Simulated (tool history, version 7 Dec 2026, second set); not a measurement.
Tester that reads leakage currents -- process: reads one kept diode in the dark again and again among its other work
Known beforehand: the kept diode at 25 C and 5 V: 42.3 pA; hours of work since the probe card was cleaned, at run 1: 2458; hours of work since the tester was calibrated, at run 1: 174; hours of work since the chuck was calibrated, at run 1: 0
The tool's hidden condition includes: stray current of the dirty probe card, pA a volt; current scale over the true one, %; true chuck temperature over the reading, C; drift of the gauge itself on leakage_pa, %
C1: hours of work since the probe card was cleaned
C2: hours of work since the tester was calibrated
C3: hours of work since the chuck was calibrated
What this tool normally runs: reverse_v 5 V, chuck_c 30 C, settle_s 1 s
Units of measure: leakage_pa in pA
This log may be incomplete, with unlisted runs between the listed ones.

Run 1, day 0: usual settings; C1 2458; C2 174; C3 0. Result: leakage_pa 67.41 pA.
Run 2, day 2.3: usual settings but reverse_v 4.33 V; C1 2500; C2 217; C3 42. Result: leakage_pa 63.27 pA.
Run 3, day 4.967: usual settings but reverse_v 4.33 V; C1 2549; C2 266; C3 91. Result: leakage_pa 62.53 pA.
Run 4, day 7.846: usual settings but reverse_v 4.33 V; C1 2602; C2 318; C3 144. Result: leakage_pa 62.7 pA.
Run 5, day 11.65: usual settings but reverse_v 4.33 V; C1 2671; C2 388; C3 214. Result: leakage_pa 62.28 pA.
Run 6, day 16.288: usual settings but reverse_v 4.33 V; C1 2757; C2 473; C3 299. Result: leakage_pa 62.1 pA.
Run 7, day 20.958: usual settings; C1 2842; C2 559; C3 385. Result: leakage_pa 66.15 pA.
Run 8, day 23.696: usual settings; C1 2893; C2 609; C3 435. Result: leakage_pa 65.61 pA.
Run 9, day 27.258: usual settings but reverse_v 18.49 V; C1 2958; C2 675; C3 500. Result: leakage_pa 120.81 pA.
Run 10, day 30.221: usual settings but reverse_v 18.49 V; C1 3012; C2 729; C3 555. Result: leakage_pa 120.65 pA.
Run 11, day 33.862: usual settings but reverse_v 1.12 V, chuck_c 24 C, settle_s 3.57 s; C1 3079; C2 796; C3 621. Result: leakage_pa 20.56 pA.
At day 34.171: tester calibrated.
Run 12, day 36.7: usual settings but reverse_v 1.12 V, chuck_c 24 C, settle_s 3.57 s; C1 3130; C2 46; C3 672. Result: leakage_pa 20.4 pA.
Run 13, day 39.538: usual settings but reverse_v 6.46 V, chuck_c 29 C, settle_s 9.46 s; C1 3182; C2 99; C3 724. Result: leakage_pa 66.56 pA.
Run 14, day 42.246: usual settings but reverse_v 5.62 V, settle_s 9.25 s; C1 3231; C2 148; C3 774. Result: leakage_pa 67.45 pA.
At day 46.338: probe card cleaned and baked.
Run 15, day 47.104: usual settings but reverse_v 5.62 V, chuck_c 38 C, settle_s 0.55 s; C1 14; C2 235; C3 861. Result: leakage_pa 121.09 pA.
Run 16, day 50.167: usual settings but reverse_v 5.62 V, chuck_c 38 C, settle_s 0.55 s; C1 70; C2 291; C3 917. Result: leakage_pa 119.74 pA.
Run 17, day 54.283: usual settings but reverse_v 5.62 V, chuck_c 38 C, settle_s 0.55 s; C1 146; C2 367; C3 993. Result: leakage_pa 120.11 pA.

3 ways to go on from here, each from the tool as it stands after run 17. What would each give?
Run A, day 56.517: usual settings but reverse_v 1.94 V; C1 187; C2 408; C3 1034. Result: leakage_pa ?.
Run B, day 56.517: usual settings but reverse_v 16.31 V, chuck_c 35 C, settle_s 0.56 s; C1 187; C2 408; C3 1034. Result: leakage_pa ?.
Run C, day 56.517: usual settings but reverse_v 3.06 V, chuck_c 38 C, settle_s 0.55 s; C1 187; C2 408; C3 1034. Result: leakage_pa ?.

run  leakage_pa
  A       40.28
  B      150.75
  C       92.59
Without the tool's unlogged condition, the same runs would have read:
run  leakage_pa
  A       43.41
  B      161.54
  C       99.49
